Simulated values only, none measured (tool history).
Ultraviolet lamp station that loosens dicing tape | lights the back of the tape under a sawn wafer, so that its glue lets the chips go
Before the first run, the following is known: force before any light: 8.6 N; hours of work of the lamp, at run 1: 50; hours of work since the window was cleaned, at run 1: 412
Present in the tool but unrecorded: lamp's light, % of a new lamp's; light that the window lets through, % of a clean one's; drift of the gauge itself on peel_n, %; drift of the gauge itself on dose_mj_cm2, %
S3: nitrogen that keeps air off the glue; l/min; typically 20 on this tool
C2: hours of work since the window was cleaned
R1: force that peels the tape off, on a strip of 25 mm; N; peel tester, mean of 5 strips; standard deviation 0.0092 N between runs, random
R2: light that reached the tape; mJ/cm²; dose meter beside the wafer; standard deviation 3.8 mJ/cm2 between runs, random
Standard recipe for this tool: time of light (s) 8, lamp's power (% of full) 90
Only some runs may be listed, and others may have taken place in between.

Run 1, hour 0: usual settings; hours of work of the lamp 50; C2 412. Result: R1 0.521 N, R2 583 mJ/cm².
Run 2, hour 10.7: usual settings; hours of work of the lamp 54; C2 417. Result: R1 0.525 N, R2 583 mJ/cm².
Run 3, hour 18.9: usual settings; hours of work of the lamp 58; C2 420. Result: R1 0.523 N, R2 582 mJ/cm².
Run 4, hour 24: usual settings; hours of work of the lamp 60; C2 422. Result: R1 0.521 N, R2 574 mJ/cm².
Run 5, hour 35.4: usual settings; hours of work of the lamp 64; C2 427. Result: R1 0.518 N, R2 569 mJ/cm².
Run 6, hour 46.4: usual settings; hours of work of the lamp 69; C2 431. Result: R1 0.531 N, R2 576 mJ/cm².
Run 7, hour 58.1: usual settings but time of light (s) 5, S3 6 l/min; hours of work of the lamp 73; C2 436. Result: R1 2.291 N, R2 358 mJ/cm².
Run 8, hour 63.4: usual settings but S3 14 l/min; hours of work of the lamp 76; C2 438. Result: R1 0.64 N, R2 572 mJ/cm².
Run 9, hour 69.4: usual settings but time of light (s) 5, lamp's power (% of full) 86; hours of work of the lamp 78; C2 440. Result: R1 1.47 N, R2 341 mJ/cm².
At hour 70.9: window cleaned of glue's vapour.
Run 10, hour 82.2: usual settings but time of light (s) 11, lamp's power (% of full) 89, S3 7 l/min; hours of work of the lamp 83; C2 5. Result: R1 0.609 N, R2 712 mJ/cm².
Run 11, hour 92.7: usual settings but time of light (s) 11, lamp's power (% of full) 68, S3 7 l/min; hours of work of the lamp 87; C2 9. Result: R1 1.104 N, R2 543 mJ/cm².
Run 12, hour 102.2: usual settings but time of light (s) 5, lamp's power (% of full) 79, S3 16 l/min; hours of work of the lamp 91; C2 13. Result: R1 2.101 N, R2 283 mJ/cm².

For each run, the measured value with the value that run would have given without the tool's hidden condition subtracted. The run-to-run variation is shared by both, the gauge scatter possibly not:
run      R1    R2
  1  +0.129   -75
  2  +0.134   -77
  3  +0.135   -77
  4  +0.137   -78
  5  +0.137   -79
  6  +0.142   -81
  7  +0.385   -52
  8  +0.172   -83
  9  +0.317   -50
 10   +0.25  -177
 11  +0.411  -137
 12  +0.604   -72
